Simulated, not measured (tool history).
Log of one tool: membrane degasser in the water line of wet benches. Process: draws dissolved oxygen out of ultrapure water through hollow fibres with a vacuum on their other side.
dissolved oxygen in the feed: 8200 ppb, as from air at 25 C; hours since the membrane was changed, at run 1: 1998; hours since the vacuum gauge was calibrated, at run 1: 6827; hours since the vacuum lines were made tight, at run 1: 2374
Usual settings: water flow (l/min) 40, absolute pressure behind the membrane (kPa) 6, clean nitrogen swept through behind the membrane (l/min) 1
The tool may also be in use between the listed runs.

run,hour,water flow (l/min),absolute pressure behind the membrane (kPa),clean nitrogen swept through behind the membrane (l/min),hours since the membrane was changed,hours since the vacuum gauge was calibrated,hours since the vacuum lines were made tight,dissolved oxygen in the water behind the degasser (ppb),pressure that the water loses in the fibres (kPa)
1,0,40,6,1,1998,6827,2374,285.3,27.47
2,39.4,40,6,1,2037,6866,2414,280.7,27.34
3,96.5,40,6,1,2095,6923,2471,285.1,27.6
4,157.7,40,6,1,2156,6984,2532,284.3,27.51
5,187.2,40,3.99,1,2185,7014,2561,130.1,27.25
6,253.5,40,3.99,1,2251,7080,2628,129.7,27.43
7,313.6,40,3.99,1,2312,7140,2688,128.6,27.41
8,360.6,59,6,2.57,2359,7187,2735,413.2,40.01
9,402.2,59,6,2.57,2400,7229,2776,406.6,40.33
# hour 427.9: vacuum gauge calibrated
10,445.2,25,5.86,2.31,2443,17,2819,72.7,17.19
11,515.7,39,5.86,2.31,2513,88,2889,162.8,26.58
12,584.7,58,5.26,0.46,2582,157,2958,595.6,39.9
13,618,58,5.26,0.46,2615,190,2992,589.8,39.78

How the hidden state differs across the entries between the runs, from the last listed run before each to the first after it:
Between runs 9 and 10: vacuum gauge calibrated (hour 427.9)
  no hidden state differs between the two runs
